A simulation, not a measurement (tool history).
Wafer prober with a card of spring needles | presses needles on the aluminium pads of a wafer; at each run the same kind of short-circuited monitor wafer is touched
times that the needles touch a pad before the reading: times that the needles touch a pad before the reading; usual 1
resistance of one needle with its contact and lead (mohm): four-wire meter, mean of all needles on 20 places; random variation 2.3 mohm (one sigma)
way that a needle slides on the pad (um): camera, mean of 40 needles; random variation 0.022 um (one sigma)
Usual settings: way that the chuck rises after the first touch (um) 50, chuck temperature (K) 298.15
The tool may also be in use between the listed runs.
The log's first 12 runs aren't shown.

| run | hour | way that the chuck rises after the first touch (um) | chuck temperature (K) | times that the needles touch a pad before the reading | resistance of one needle with its contact and lead (mohm) | way that a needle slides on the pad (um) |
|---|---|---|---|---|---|---|
| 13 | 82.7 | 50 | 298.15 | 2 | 306 | 11.33 |
|  | 85.8 | tips cleaned on abrasive film |
| 14 | 91.3 | 50 | 298.15 | 2 | 281 | 11.32 |
| 15 | 96.3 | 50 | 298.15 | 2 | 290 | 11.32 |
| 16 | 100.7 | 50 | 298.15 | 2 | 299 | 11.26 |
|  | 105 | height of the first contact set anew |
| 17 | 105.5 | 35 | 365.15 | 2 | 361 | 7.99 |
|  | 112.5 | tips cleaned on abrasive film |
| 18 | 114.6 | 70 | 306.15 | 2 | 263 | 15.97 |
| 19 | 121 | 50 | 337.15 | 2 | 299 | 11.43 |
| 20 | 128.1 | 33 | 298.15 | 1 | 401 | 7.52 |
| 21 | 135.2 | 33 | 298.15 | 1 | 428 | 7.52 |
|  | 138.7 | tips cleaned on abrasive film |
| 22 | 139.8 | 33 | 339.15 | 1 | 312 | 7.52 |
| 23 | 146.8 | 50 | 331.15 | 1 | 311 | 11.39 |
| 24 | 152.2 | 47 | 329.15 | 1 | 330 | 10.74 |
| 25 | 161.8 | 50 | 302.15 | 2 | 299 | 11.43 |
|  | 165.1 | tips cleaned on abrasive film |
| 26 | 171.3 | 50 | 302.15 | 2 | 284 | 11.42 |
| 27 | 180.3 | 37 | 345.15 | 2 | 349 | 8.43 |
| 28 | 189.5 | 45 | 348.15 | 1 | 366 | 10.26 |
|  | 192.1 | tips cleaned on abrasive film |
| 29 | 194 | 45 | 375.15 | 1 | 306 | 10.2 |
| 30 | 201.2 | 60 | 301.15 | 1 | 290 | 13.67 |
| 31 | 205.2 | 60 | 301.15 | 1 | 299 | 13.62 |
| 32 | 209.9 | 60 | 301.15 | 1 | 308 | 13.67 |

Forecast each of these 3 alternatives for the next run:
| A | 217.6 | 55 | 298.15 | 1 | ? | ? |
| B | 217.6 | 49 | 329.15 | 1 | ? | ? |
| C | 217.6 | 60 | 315.15 | 1 | ? | ? |

| run | resistance of one needle with its contact and lead (mohm) | way that a needle slides on the pad (um) |
|---|---|---|
| A | 323 | 12.5 |
| B | 340 | 11.16 |
| C | 320 | 13.69 |
Without the tool's hidden state the same runs would have given:
| run | resistance of one needle with its contact and lead (mohm) | way that a needle slides on the pad (um) |
|---|---|---|
| A | 261 | 12.55 |
| B | 269 | 11.21 |
| C | 268 | 13.73 |
